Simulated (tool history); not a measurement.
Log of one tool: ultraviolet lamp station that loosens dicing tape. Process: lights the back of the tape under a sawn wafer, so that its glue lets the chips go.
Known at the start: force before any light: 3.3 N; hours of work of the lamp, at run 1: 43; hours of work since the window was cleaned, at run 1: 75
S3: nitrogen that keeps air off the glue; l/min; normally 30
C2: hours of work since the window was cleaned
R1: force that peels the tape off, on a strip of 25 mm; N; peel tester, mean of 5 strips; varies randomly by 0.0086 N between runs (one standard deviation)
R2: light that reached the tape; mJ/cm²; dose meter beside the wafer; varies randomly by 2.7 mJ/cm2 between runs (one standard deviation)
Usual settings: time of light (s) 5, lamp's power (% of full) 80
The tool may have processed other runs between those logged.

Run 1, day 0: usual settings; hours of work of the lamp 43; C2 75. Result: R1 0.368 N, R2 361 mJ/cm².
Run 2, day 0.704: usual settings; hours of work of the lamp 53; C2 86. Result: R1 0.387 N, R2 358 mJ/cm².
Run 3, day 1.15: usual settings; hours of work of the lamp 60; C2 93. Result: R1 0.373 N, R2 354 mJ/cm².
Run 4, day 1.858: usual settings; hours of work of the lamp 71; C2 104. Result: R1 0.394 N, R2 352 mJ/cm².
Run 5, day 2.533: usual settings; hours of work of the lamp 81; C2 114. Result: R1 0.381 N, R2 347 mJ/cm².
Run 6, day 2.925: usual settings; hours of work of the lamp 87; C2 120. Result: R1 0.393 N, R2 346 mJ/cm².
Run 7, day 3.758: usual settings but time of light (s) 6; hours of work of the lamp 100; C2 132. Result: R1 0.293 N, R2 413 mJ/cm².
Run 8, day 4.575: usual settings but time of light (s) 6; hours of work of the lamp 112; C2 145. Result: R1 0.307 N, R2 407 mJ/cm².
Run 9, day 5.217: usual settings; hours of work of the lamp 122; C2 154. Result: R1 0.4 N, R2 347 mJ/cm².
Run 10, day 5.842: usual settings; hours of work of the lamp 131; C2 164. Result: R1 0.392 N, R2 339 mJ/cm².
Run 11, day 6.521: usual settings but time of light (s) 3; hours of work of the lamp 141; C2 174. Result: R1 0.871 N, R2 204 mJ/cm².
Run 12, day 6.988: usual settings but time of light (s) 3; hours of work of the lamp 149; C2 181. Result: R1 0.783 N, R2 201 mJ/cm².
Run 13, day 7.483: usual settings but time of light (s) 3; hours of work of the lamp 156; C2 189. Result: R1 0.823 N, R2 203 mJ/cm².
Run 14, day 7.988: usual settings but time of light (s) 3; hours of work of the lamp 164; C2 196. Result: R1 0.817 N, R2 204 mJ/cm².
Run 15, day 8.529: usual settings but time of light (s) 3; hours of work of the lamp 172; C2 205. Result: R1 0.841 N, R2 200 mJ/cm².
Run 16, day 8.958: usual settings but lamp's power (% of full) 62; hours of work of the lamp 178; C2 211. Result: R1 0.609 N, R2 252 mJ/cm².
Run 17, day 9.333: usual settings but S3 14 l/min; hours of work of the lamp 184; C2 217. Result: R1 0.59 N, R2 327 mJ/cm².
Run 18, day 10.096: usual settings; hours of work of the lamp 196; C2 228. Result: R1 0.442 N, R2 328 mJ/cm².
Run 19, day 10.542: usual settings; hours of work of the lamp 202; C2 235. Result: R1 0.425 N, R2 322 mJ/cm².
Run 20, day 11.238: usual settings; hours of work of the lamp 213; C2 246. Result: R1 0.433 N, R2 321 mJ/cm².
Run 21, day 11.817: usual settings; hours of work of the lamp 222; C2 255. Result: R1 0.414 N, R2 319 mJ/cm².
Run 22, day 12.575: usual settings; hours of work of the lamp 233; C2 266. Result: R1 0.431 N, R2 316 mJ/cm².
Run 23, day 13.108: usual settings; hours of work of the lamp 241; C2 274. Result: R1 0.443 N, R2 314 mJ/cm².
At day 13.204: window cleaned of glue's vapour.
Run 24, day 13.871: usual settings; hours of work of the lamp 253; C2 10. Result: R1 0.401 N, R2 334 mJ/cm².
Run 25, day 14.679: usual settings but S3 47 l/min; hours of work of the lamp 265; C2 22. Result: R1 0.356 N, R2 332 mJ/cm².
Run 26, day 15.292: usual settings but S3 47 l/min; hours of work of the lamp 274; C2 32. Result: R1 0.358 N, R2 331 mJ/cm².
Run 27, day 15.762: usual settings but time of light (s) 7, lamp's power (% of full) 92; hours of work of the lamp 281; C2 39. Result: R1 0.236 N, R2 532 mJ/cm².
Run 28, day 16.117: usual settings but time of light (s) 10, lamp's power (% of full) 92, S3 42 l/min; hours of work of the lamp 287; C2 44. Result: R1 0.186 N, R2 760 mJ/cm².
Run 29, day 16.496: usual settings but time of light (s) 3, lamp's power (% of full) 79, S3 40 l/min; hours of work of the lamp 292; C2 50. Result: R1 0.775 N, R2 195 mJ/cm².
Run 30, day 17.254: usual settings but time of light (s) 3, lamp's power (% of full) 79, S3 40 l/min; hours of work of the lamp 304; C2 61. Result: R1 0.808 N, R2 195 mJ/cm².
Run 31, day 17.733: usual settings but time of light (s) 3, lamp's power (% of full) 79, S3 40 l/min; hours of work of the lamp 311; C2 69. Result: R1 0.817 N, R2 193 mJ/cm².
Run 32, day 18.554: usual settings but lamp's power (% of full) 64, S3 10 l/min; hours of work of the lamp 324; C2 81. Result: R1 0.933 N, R2 257 mJ/cm².
Run 33, day 18.912: usual settings but time of light (s) 7, S3 27 l/min; hours of work of the lamp 329; C2 87. Result: R1 0.276 N, R2 449 mJ/cm².
Run 34, day 19.446: usual settings but time of light (s) 7, lamp's power (% of full) 83, S3 54 l/min; hours of work of the lamp 337; C2 95. Result: R1 0.235 N, R2 461 mJ/cm².
Run 35, day 19.808: usual settings but time of light (s) 7, lamp's power (% of full) 83, S3 54 l/min; hours of work of the lamp 343; C2 100. Result: R1 0.245 N, R2 461 mJ/cm².
Run 36, day 20.342: usual settings but time of light (s) 3, lamp's power (% of full) 81, S3 11 l/min; hours of work of the lamp 351; C2 108. Result: R1 1.192 N, R2 190 mJ/cm².
Run 37, day 20.992: usual settings but time of light (s) 9, lamp's power (% of full) 81, S3 10 l/min; hours of work of the lamp 361; C2 118. Result: R1 0.308 N, R2 579 mJ/cm².
Run 38, day 21.692: usual settings but time of light (s) 9, lamp's power (% of full) 81, S3 10 l/min; hours of work of the lamp 371; C2 129. Result: R1 0.329 N, R2 570 mJ/cm².
Run 39, day 22.258: usual settings but time of light (s) 9, lamp's power (% of full) 81, S3 10 l/min; hours of work of the lamp 380; C2 137. Result: R1 0.313 N, R2 564 mJ/cm².
Run 40, day 22.758: usual settings but time of light (s) 7, lamp's power (% of full) 81, S3 10 l/min; hours of work of the lamp 387; C2 145. Result: R1 0.459 N, R2 437 mJ/cm².
Run 41, day 23.342: usual settings but time of light (s) 6; hours of work of the lamp 396; C2 154. Result: R1 0.359 N, R2 370 mJ/cm².
Run 42, day 24.033: usual settings but time of light (s) 9, lamp's power (% of full) 72, S3 51 l/min; hours of work of the lamp 407; C2 164. Result: R1 0.231 N, R2 491 mJ/cm².
Run 43, day 24.762: usual settings but time of light (s) 3, lamp's power (% of full) 97, S3 52 l/min; hours of work of the lamp 418; C2 175. Result: R1 0.618 N, R2 223 mJ/cm².
Run 44, day 25.354: usual settings but time of light (s) 2, lamp's power (% of full) 73, S3 9 l/min; hours of work of the lamp 427; C2 184. Result: R1 1.899 N, R2 109 mJ/cm².

Describe how what the log doesn't record of the tool's condition differs between the last listed run preceding each entry between runs and the first listed run following it.
Logged between run 23 and run 24: window cleaned of glue's vapour (day 13.204)
  lamp's light, % of a new lamp's: 90.9 -> 90.5; light that the window lets through, % of a clean one's: 93.6 -> 99.5
  measured less the result without the state, R1: +0.091 -> +0.057 N; R2: -56 -> -37 mJ/cm²
